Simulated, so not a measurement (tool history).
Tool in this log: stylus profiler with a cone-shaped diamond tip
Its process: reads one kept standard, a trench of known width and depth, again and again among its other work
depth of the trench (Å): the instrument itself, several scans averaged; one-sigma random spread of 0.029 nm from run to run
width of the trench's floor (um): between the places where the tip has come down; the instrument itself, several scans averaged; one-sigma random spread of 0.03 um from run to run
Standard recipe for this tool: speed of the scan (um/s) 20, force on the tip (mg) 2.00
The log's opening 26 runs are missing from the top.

| run | hour | speed of the scan (um/s) | force on the tip (mg) | scans with this tip | hours of work since the height scale was calibrated | depth of the trench (Å) | width of the trench's floor (um) |
|---|---|---|---|---|---|---|---|
| 27 | 1286.3 | 54 | 1.15 | 29526 | 455 | 1002.8 | 46.61 |
| 28 | 1325.1 | 54 | 1.15 | 29842 | 482 | 1003.3 | 46.58 |
| 29 | 1391.1 | 13 | 2.86 | 30379 | 529 | 1006.5 | 46.81 |
| 30 | 1460.5 | 16 | 2.77 | 30944 | 578 | 1006.5 | 46.79 |
| 31 | 1511.7 | 62 | 5.85 | 31361 | 614 | 1011.1 | 46.68 |
| 32 | 1580.9 | 33 | 2.00 | 31924 | 663 | 1004.5 | 46.65 |
| 33 | 1642.6 | 12 | 4.29 | 32426 | 707 | 1008.4 | 46.79 |
| 34 | 1687.8 | 49 | 2.74 | 32794 | 739 | 1005.7 | 46.68 |
| 35 | 1723.7 | 49 | 2.74 | 33086 | 764 | 1005.8 | 46.62 |
| 36 | 1783.6 | 8 | 3.17 | 33573 | 807 | 1006.7 | 46.76 |
| 37 | 1830.2 | 44 | 1.17 | 33953 | 840 | 1002.6 | 46.53 |

5 options for the next run, each taken on its own from the tool as it stands now. Forecast them:
| A | 1885.5 | 52 | 4.43 | 34403 | 879 | ? | ? |
| B | 1885.5 | 29 | 5.79 | 34403 | 879 | ? | ? |
| C | 1885.5 | 33 | 2.02 | 34403 | 879 | ? | ? |
| D | 1885.5 | 9 | 2.95 | 34403 | 879 | ? | ? |
| E | 1885.5 | 13 | 1.85 | 34403 | 879 | ? | ? |

| run | depth of the trench (Å) | width of the trench's floor (um) |
|---|---|---|
| A | 1008.0 | 46.62 |
| B | 1009.7 | 46.68 |
| C | 1004.3 | 46.55 |
| D | 1005.9 | 46.65 |
| E | 1004.0 | 46.62 |
Take away the tool's hidden state, keep each run's random variation, and the runs would have read:
| run | depth of the trench (Å) | width of the trench's floor (um) |
|---|---|---|
| A | 1009.7 | 47.90 |
| B | 1011.4 | 47.95 |
| C | 1006.0 | 47.83 |
| D | 1007.6 | 47.92 |
| E | 1005.7 | 47.89 |
